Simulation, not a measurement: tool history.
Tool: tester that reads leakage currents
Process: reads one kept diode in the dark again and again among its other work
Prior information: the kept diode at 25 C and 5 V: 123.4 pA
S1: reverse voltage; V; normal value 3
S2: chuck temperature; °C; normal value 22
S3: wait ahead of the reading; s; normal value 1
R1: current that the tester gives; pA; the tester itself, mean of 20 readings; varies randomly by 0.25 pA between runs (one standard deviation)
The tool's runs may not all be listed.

Run 1, hour 0: usual settings. Result: R1 87.15 pA.
Run 2, hour 23.2: usual settings. Result: R1 87.86 pA.
Run 3, hour 45.8: usual settings. Result: R1 87.18 pA.
Run 4, hour 78.7: usual settings but S1 2.38 V. Result: R1 79.87 pA.
Run 5, hour 111.3: usual settings but S1 2.38 V. Result: R1 79.97 pA.
Run 6, hour 144: usual settings. Result: R1 87.18 pA.
Run 7, hour 182.1: usual settings but S2 36 °C. Result: R1 260.6 pA.
Run 8, hour 200.3: usual settings. Result: R1 87.41 pA.
Run 9, hour 220.3: usual settings. Result: R1 86.66 pA.
Run 10, hour 239.3: usual settings but S1 2.68 V. Result: R1 83.14 pA.
Run 11, hour 264.6: usual settings but S1 2.68 V. Result: R1 83.68 pA.
Run 12, hour 302.6: usual settings but S1 2.68 V, S3 3.53 s. Result: R1 82.41 pA.
Run 13, hour 334.1: usual settings but S1 1.31 V, S2 21 °C. Result: R1 59.35 pA.
Run 14, hour 362.6: usual settings but S1 2.14 V, S2 37 °C, S3 0.45 s. Result: R1 251.37 pA.
Run 15, hour 408.8: usual settings but S3 9.49 s. Result: R1 78.29 pA.
Run 16, hour 437.1: usual settings but S1 2.77 V, S2 24 °C, S3 1.54 s. Result: R1 90.89 pA.
Run 17, hour 457.8: usual settings but S1 2.77 V, S2 24 °C, S3 1.54 s. Result: R1 91.01 pA.
Run 18, hour 494.5: usual settings but S1 2.77 V, S2 24 °C, S3 1.54 s. Result: R1 91.01 pA.
Run 19, hour 534.8: usual settings but S1 2.61 V, S3 4.18 s. Result: R1 74.37 pA.
Run 20, hour 575.2: usual settings but S1 2.61 V, S3 4.18 s. Result: R1 74.37 pA.
Run 21, hour 600.9: usual settings but S1 2.61 V, S3 0.55 s. Result: R1 76.19 pA.

Removed from this log: 1 entry logged between the listed runs. Between which two listed runs does each belong, and how does the tool's hidden state at the listed run before it compare with that at the listed run after it?
Logged between run 14 and run 15: probe card cleaned and baked (hour 396.5)
  stray current of the dirty probe card, pA a volt: 2.6 -> 0.037; current scale over the true one, %: 0.61 -> 0.63; true chuck temperature over the reading, C: -0.6 -> -0.62
  measured value less the no-hidden-state value, R1: -4.7 -> -3.76 pA
